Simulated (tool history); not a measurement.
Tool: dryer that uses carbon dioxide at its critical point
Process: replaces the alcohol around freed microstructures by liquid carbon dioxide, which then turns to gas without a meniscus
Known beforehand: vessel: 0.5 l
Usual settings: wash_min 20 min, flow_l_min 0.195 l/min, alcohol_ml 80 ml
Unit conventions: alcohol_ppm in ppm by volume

Run 1, day 0.000: usual settings. Result: alcohol_ppm 506 ppm by volume.
Run 2, day 1.100: usual settings. Result: alcohol_ppm 482 ppm by volume.
Run 3, day 2.162: usual settings. Result: alcohol_ppm 537 ppm by volume.
Run 4, day 3.979: usual settings. Result: alcohol_ppm 556 ppm by volume.
Run 5, day 6.333: usual settings. Result: alcohol_ppm 589 ppm by volume.
Run 6, day 8.496: usual settings. Result: alcohol_ppm 628 ppm by volume.
At day 10.029: inlet filter changed.
Run 7, day 10.829: usual settings. Result: alcohol_ppm 440 ppm by volume.
Run 8, day 12.608: usual settings but flow_l_min 0.188 l/min. Result: alcohol_ppm 544 ppm by volume.
Run 9, day 14.742: usual settings but flow_l_min 0.188 l/min. Result: alcohol_ppm 613 ppm by volume.
Run 10, day 15.700: usual settings but flow_l_min 0.188 l/min. Result: alcohol_ppm 624 ppm by volume.
Run 11, day 17.558: usual settings. Result: alcohol_ppm 541 ppm by volume.
Run 12, day 19.375: usual settings. Result: alcohol_ppm 581 ppm by volume.
Run 13, day 20.479: usual settings. Result: alcohol_ppm 586 ppm by volume.
Run 14, day 22.650: usual settings. Result: alcohol_ppm 628 ppm by volume.
Run 15, day 23.971: usual settings. Result: alcohol_ppm 671 ppm by volume.
Run 16, day 25.712: usual settings but wash_min 22 min. Result: alcohol_ppm 435 ppm by volume.
At day 26.612: inlet filter changed.
Run 17, day 27.308: usual settings but wash_min 22 min. Result: alcohol_ppm 307 ppm by volume.
Run 18, day 28.892: usual settings but wash_min 22 min. Result: alcohol_ppm 317 ppm by volume.
Run 19, day 30.150: usual settings but wash_min 14 min, flow_l_min 0.242 l/min, alcohol_ml 27 ml. Result: alcohol_ppm 411 ppm by volume.
Run 20, day 32.471: usual settings but wash_min 27 min, flow_l_min 0.203 l/min, alcohol_ml 77 ml. Result: alcohol_ppm 131 ppm by volume.
Run 21, day 33.546: usual settings but wash_min 13 min, flow_l_min 0.203 l/min, alcohol_ml 50 ml. Result: alcohol_ppm 2103 ppm by volume.
Run 22, day 35.538: usual settings but wash_min 18 min, alcohol_ml 94 ml. Result: alcohol_ppm 1197 ppm by volume.
Run 23, day 37.562: usual settings but wash_min 26 min, alcohol_ml 75 ml. Result: alcohol_ppm 201 ppm by volume.
Run 24, day 39.342: usual settings but wash_min 15 min. Result: alcohol_ppm 2418 ppm by volume.
Run 25, day 41.000: usual settings but wash_min 28 min, flow_l_min 0.142 l/min. Result: alcohol_ppm 633 ppm by volume.
Run 26, day 42.838: usual settings but wash_min 28 min, flow_l_min 0.142 l/min. Result: alcohol_ppm 641 ppm by volume.
At day 43.329: inlet filter changed.
Run 27, day 44.038: usual settings but wash_min 28 min, flow_l_min 0.142 l/min. Result: alcohol_ppm 475 ppm by volume.
Run 28, day 45.558: usual settings but wash_min 28 min, flow_l_min 0.142 l/min. Result: alcohol_ppm 486 ppm by volume.
Run 29, day 47.008: usual settings but wash_min 12 min, alcohol_ml 115 ml. Result: alcohol_ppm 6931 ppm by volume.
Run 30, day 48.000: usual settings but wash_min 17 min, flow_l_min 0.162 l/min, alcohol_ml 24 ml. Result: alcohol_ppm 896 ppm by volume.
Run 31, day 49.504: usual settings but wash_min 18 min, flow_l_min 0.199 l/min, alcohol_ml 38 ml. Result: alcohol_ppm 508 ppm by volume.
Run 32, day 50.700: usual settings but wash_min 23 min, flow_l_min 0.127 l/min, alcohol_ml 50 ml. Result: alcohol_ppm 1362 ppm by volume.
Run 33, day 51.725: usual settings but wash_min 16 min, flow_l_min 0.127 l/min, alcohol_ml 50 ml. Result: alcohol_ppm 4838 ppm by volume.
Run 34, day 52.892: usual settings but flow_l_min 0.258 l/min, alcohol_ml 98 ml. Result: alcohol_ppm 259 ppm by volume.

For some of the steps in alcohol_ppm from one run to the next: how much would appear even if the tool had no hidden state, given the settings, what came in and random variation, and how much remains for the hidden state plus any gauge scatter that the measured result and the result without hidden state don't share?
The tool's hidden condition here consists of: flow that reaches the vessel past the clogged filter, %; alcohol in the recycled carbon dioxide, ppm; drift of the gauge itself on alcohol_ppm, %.
Run 23 -> 24: wash_min 26 -> 15, alcohol_ml 75 -> 80. alcohol_ppm +2217 ppm by volume: hidden state +551, all else +1666.
Run 28 -> 29: wash_min 28 -> 12, flow_l_min 0.142 -> 0.195, alcohol_ml 80 -> 115. alcohol_ppm +6445 ppm by volume: hidden state +484, all else +5961.
Run 29 -> 30: wash_min 12 -> 17, flow_l_min 0.195 -> 0.162, alcohol_ml 115 -> 24. alcohol_ppm -6035 ppm by volume: hidden state -424, all else -5611.
Run 33 -> 34: wash_min 16 -> 20, flow_l_min 0.127 -> 0.258, alcohol_ml 50 -> 98. alcohol_ppm -4579 ppm by volume: hidden state -577, all else -4002.
